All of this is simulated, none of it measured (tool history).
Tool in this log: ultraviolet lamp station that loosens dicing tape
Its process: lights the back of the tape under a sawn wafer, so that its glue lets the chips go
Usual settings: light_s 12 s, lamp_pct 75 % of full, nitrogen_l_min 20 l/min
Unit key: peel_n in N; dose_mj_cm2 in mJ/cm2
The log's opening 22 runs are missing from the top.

run   hour  light_s  lamp_pct  nitrogen_l_min  peel_n  dose_mj_cm2
 23  284.4        9        68               9   1.639          271
 24  293.6       12        72              20   0.412          380
 25  306.2        7        64               8   2.778          196
 26  317.3        7        64              36   1.457          195
 27  325.5        7        64              36   1.422          192
 28  335.7       12        78              30   0.284          408
 29  351.7       12        78              30   0.285          402
 30  360.9       12        72              21   0.462          371
 31  374.8       10        77              12   0.969          330
 32    392       10        77              12   0.995          327
 33  410.4       12        74              20   0.484          379
 34  422.6       19        80               8   0.234          644
 35    437        8        76               7   2.124          253
 36    450        8        76               9   1.852          252
 37  463.3        6        61              32   2.313          149
 38    477        7        66              22   1.927          191
 39  489.7        7        66              22   1.897          188
 40  498.1       18        70              21   0.195          513
 41  510.8       18        70              26   0.155          511
 42  519.6       18        70              26    0.16          507
 43  535.8       18        70              26   0.171          503

Forecast each of these 3 alternatives for the next run:
  A  548.1        8        67              29       ?            ?
  B  548.1       18        70              11       ?            ?
  C  548.1        6        90              26       ?            ?

run  peel_n  dose_mj_cm2
  A   1.406          210
  B   0.338          509
  C   1.396          217
Take away the tool's hidden state, keep each run's random variation, and the runs would have read:
run  peel_n  dose_mj_cm2
  A   0.761          280
  B   0.145          677
  C   0.761          288
